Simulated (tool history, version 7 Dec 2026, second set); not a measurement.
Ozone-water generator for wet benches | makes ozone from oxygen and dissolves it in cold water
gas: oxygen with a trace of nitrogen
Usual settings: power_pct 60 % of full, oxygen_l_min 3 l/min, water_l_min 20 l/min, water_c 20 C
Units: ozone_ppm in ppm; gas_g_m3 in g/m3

| run | hour | power_pct | oxygen_l_min | water_l_min | water_c | ozone_ppm | gas_g_m3 |
|---|---|---|---|---|---|---|---|
| 1 | 0 | 60 | 3 | 20 | 20 | 8.2 | 126 |
| 2 | 73.1 | 60 | 3 | 20 | 20 | 8.1 | 125.6 |
| 3 | 139.4 | 60 | 3 | 20 | 13 | 8.8 | 126.5 |
| 4 | 192.4 | 60 | 3 | 20 | 13 | 8.6 | 126.2 |
| 5 | 224.8 | 60 | 3 | 20 | 13 | 8.8 | 127.2 |
| 6 | 286 | 60 | 3 | 20 | 13 | 8.8 | 125.9 |
| 7 | 345.4 | 60 | 1.84 | 20 | 20 | 7.5 | 168.3 |
| 8 | 418.3 | 60 | 2.75 | 20 | 20 | 7.7 | 130.1 |
| 9 | 486.1 | 60 | 4.04 | 20 | 20 | 8 | 104 |
| 10 | 559.5 | 60 | 3 | 17 | 20 | 9.4 | 124.8 |
| 11 | 609.9 | 60 | 3 | 17 | 20 | 9.3 | 124.8 |
| 12 | 674.7 | 60 | 3 | 17 | 20 | 9.3 | 124 |
| 13 | 716 | 60 | 3 | 20 | 20 | 7.9 | 124.3 |
| 14 | 785.1 | 60 | 3 | 20 | 20 | 7.8 | 123.2 |
|  | 792.3 | water thermometer calibrated |
| 15 | 820.1 | 60 | 3 | 20 | 20 | 8.1 | 124.9 |
| 16 | 854.2 | 60 | 3 | 24 | 20 | 6.4 | 123.4 |
| 17 | 913.3 | 60 | 3 | 20 | 20 | 7.9 | 123.2 |
| 18 | 968.5 | 60 | 3 | 20 | 20 | 7.9 | 124.1 |
| 19 | 1017.1 | 60 | 3 | 20 | 20 | 7.9 | 124.5 |
| 20 | 1083.3 | 61 | 2.21 | 28 | 17 | 5.4 | 149.5 |
| 21 | 1149.4 | 61 | 2.21 | 28 | 17 | 5.3 | 150.8 |
|  | 1173 | water thermometer calibrated, once more |
| 22 | 1185.1 | 89 | 2.09 | 14 | 17 | 15.6 | 212.3 |
| 23 | 1249.2 | 69 | 2.31 | 18 | 22 | 9.5 | 162.1 |
| 24 | 1320.5 | 60 | 3 | 23 | 20 | 6.7 | 122.7 |
| 25 | 1374.7 | 60 | 3 | 23 | 20 | 6.6 | 122.4 |
| 26 | 1421.1 | 60 | 3.49 | 29 | 16 | 5.5 | 111.5 |
| 27 | 1494.9 | 60 | 3.49 | 29 | 16 | 5.6 | 113.2 |
| 28 | 1543.1 | 60 | 3.49 | 29 | 16 | 5.5 | 110.2 |
| 29 | 1585.6 | 60 | 3.49 | 29 | 16 | 5.5 | 111.5 |
| 30 | 1628.5 | 60 | 3 | 20 | 20 | 7.6 | 122.1 |
| 31 | 1661.2 | 60 | 3 | 20 | 20 | 7.7 | 122.2 |
| 32 | 1723.2 | 60 | 3.53 | 30 | 20 | 5 | 108.9 |
| 33 | 1798.8 | 56 | 3.58 | 30 | 27 | 4.6 | 103.4 |

Forecast each of these 3 alternatives for the next run:
| A | 1858.8 | 67 | 3.49 | 30 | 27 | ? | ? |
| B | 1858.8 | 45 | 3 | 20 | 20 | ? | ? |
| C | 1858.8 | 71 | 3.58 | 30 | 27 | ? | ? |

| run | ozone_ppm | gas_g_m3 |
|---|---|---|
| A | 5.1 | 121.6 |
| B | 6.1 | 96.7 |
| C | 5.4 | 124.6 |
Without the tool's hidden state the same runs would have given:
| run | ozone_ppm | gas_g_m3 |
|---|---|---|
| A | 5.8 | 132.5 |
| B | 6.7 | 102.4 |
| C | 6.2 | 136.4 |

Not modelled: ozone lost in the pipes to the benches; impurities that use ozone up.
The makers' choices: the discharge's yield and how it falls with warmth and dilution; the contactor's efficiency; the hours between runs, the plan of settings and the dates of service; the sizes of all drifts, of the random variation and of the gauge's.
